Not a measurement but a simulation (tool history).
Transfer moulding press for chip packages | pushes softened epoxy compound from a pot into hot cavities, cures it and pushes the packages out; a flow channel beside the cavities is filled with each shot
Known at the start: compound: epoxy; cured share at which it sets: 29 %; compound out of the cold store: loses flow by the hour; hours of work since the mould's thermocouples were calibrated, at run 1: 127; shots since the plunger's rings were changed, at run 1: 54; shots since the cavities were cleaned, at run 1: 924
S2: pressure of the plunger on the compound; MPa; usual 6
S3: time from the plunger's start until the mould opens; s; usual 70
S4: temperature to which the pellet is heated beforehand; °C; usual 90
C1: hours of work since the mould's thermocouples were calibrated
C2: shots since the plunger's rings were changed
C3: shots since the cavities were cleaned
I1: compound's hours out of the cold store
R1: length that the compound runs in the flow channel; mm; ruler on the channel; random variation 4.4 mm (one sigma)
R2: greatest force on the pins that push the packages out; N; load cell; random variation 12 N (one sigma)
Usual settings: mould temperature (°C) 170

run 1 day=0 | mould_temperature_(°C)=170 S2=6 S3=70 S4=90 | C1=127 C2=54 C3=924 | I1=13.7 | R1=966 R2=1079
run 2 day=0.404 | mould_temperature_(°C)=174 S2=6 S3=70 S4=90 | C1=132 C2=175 C3=1045 | I1=47.8 | R1=758 R2=898
-- day=0.538 cavities cleaned with cleaning compound and waxed
run 3 day=0.796 | mould_temperature_(°C)=174 S2=6 S3=70 S4=90 | C1=137 C2=275 C3=79 | I1=34.5 | R1=829 R2=527
run 4 day=1.2 | mould_temperature_(°C)=170 S2=6 S3=70 S4=90 | C1=142 C2=395 C3=199 | I1=26.7 | R1=877 R2=691
run 5 day=1.496 | mould_temperature_(°C)=170 S2=6 S3=70 S4=90 | C1=146 C2=485 C3=289 | I1=31.5 | R1=846 R2=737
run 6 day=1.95 | mould_temperature_(°C)=170 S2=6 S3=70 S4=90 | C1=151 C2=621 C3=425 | I1=8.7 | R1=987 R2=905
run 7 day=2.158 | mould_temperature_(°C)=170 S2=6 S3=70 S4=90 | C1=154 C2=683 C3=487 | I1=20.5 | R1=914 R2=894
run 8 day=2.496 | mould_temperature_(°C)=170 S2=6.49 S3=70 S4=90 | C1=158 C2=784 C3=588 | I1=13.3 | R1=997 R2=934
run 9 day=2.742 | mould_temperature_(°C)=170 S2=6 S3=70 S4=91 | C1=162 C2=858 C3=662 | I1=41.6 | R1=785 R2=920
run 10 day=3.142 | mould_temperature_(°C)=170 S2=6 S3=70 S4=91 | C1=167 C2=978 C3=782 | I1=13 | R1=961 R2=1015
run 11 day=3.588 | mould_temperature_(°C)=170 S2=6 S3=70 S4=90 | C1=172 C2=1112 C3=916 | I1=25 | R1=874 R2=1027
run 12 day=3.825 | mould_temperature_(°C)=170 S2=6 S3=70 S4=90 | C1=176 C2=1183 C3=987 | I1=25.5 | R1=880 R2=1062
-- day=4.158 cavities cleaned with cleaning compound and waxed
run 13 day=4.342 | mould_temperature_(°C)=170 S2=5.04 S3=70 S4=81 | C1=181 C2=1319 C3=55 | I1=18.1 | R1=840 R2=630
run 14 day=4.721 | mould_temperature_(°C)=170 S2=5.04 S3=70 S4=90 | C1=186 C2=1433 C3=169 | I1=13.9 | R1=866 R2=669
run 15 day=4.975 | mould_temperature_(°C)=165 S2=6.25 S3=73 S4=99 | C1=189 C2=1508 C3=244 | I1=30.5 | R1=861 R2=836
run 16 day=5.358 | mould_temperature_(°C)=170 S2=6 S3=55 S4=90 | C1=194 C2=1623 C3=359 | I1=38.6 | R1=796 R2=1313
run 17 day=5.588 | mould_temperature_(°C)=170 S2=6.83 S3=70 S4=95 | C1=197 C2=1692 C3=428 | I1=25.9 | R1=917 R2=816
run 18 day=5.8 | mould_temperature_(°C)=170 S2=6 S3=70 S4=90 | C1=200 C2=1757 C3=493 | I1=27.2 | R1=861 R2=849
run 19 day=6.079 | mould_temperature_(°C)=170 S2=6 S3=70 S4=90 | C1=204 C2=1840 C3=576 | I1=35.8 | R1=810 R2=903
run 20 day=6.354 | mould_temperature_(°C)=166 S2=6.88 S3=96 S4=92 | C1=207 C2=1923 C3=659 | I1=19 | R1=969 R2=789
run 21 day=6.642 | mould_temperature_(°C)=166 S2=6.88 S3=84 S4=80 | C1=211 C2=2008 C3=744 | I1=44.8 | R1=823 R2=847
run 22 day=6.925 | mould_temperature_(°C)=163 S2=6 S3=70 S4=90 | C1=215 C2=2094 C3=830 | I1=38.3 | R1=799 R2=1444
run 23 day=7.292 | mould_temperature_(°C)=163 S2=6 S3=104 S4=88 | C1=219 C2=2204 C3=940 | I1=45.2 | R1=766 R2=864

Forecast each of these 4 alternatives for the next run:
-- day=7.779 cavities cleaned with cleaning compound and waxed
run A day=7.796 | mould_temperature_(°C)=163 S2=6 S3=109 S4=98 | C1=225 C2=2337 C3=6 | I1=9.1 | R1=? R2=?
-- day=7.779 cavities cleaned with cleaning compound and waxed
run B day=7.796 | mould_temperature_(°C)=170 S2=7.4 S3=70 S4=90 | C1=225 C2=2337 C3=6 | I1=8.3 | R1=? R2=?
-- day=7.779 cavities cleaned with cleaning compound and waxed
run C day=7.796 | mould_temperature_(°C)=163 S2=6 S3=70 S4=89 | C1=225 C2=2337 C3=6 | I1=14.9 | R1=? R2=?
-- day=7.779 cavities cleaned with cleaning compound and waxed
run D day=7.796 | mould_temperature_(°C)=170 S2=6 S3=70 S4=97 | C1=225 C2=2337 C3=6 | I1=20.6 | R1=? R2=?

run=A R1=968 R2=444
run=B R1=1072 R2=575
run=C R1=939 R2=889
run=D R1=893 R2=530
Without the tool's hidden state the same runs would have given:
run=A R1=1004 R2=440
run=B R1=1111 R2=578
run=C R1=973 R2=902
run=D R1=925 R2=532
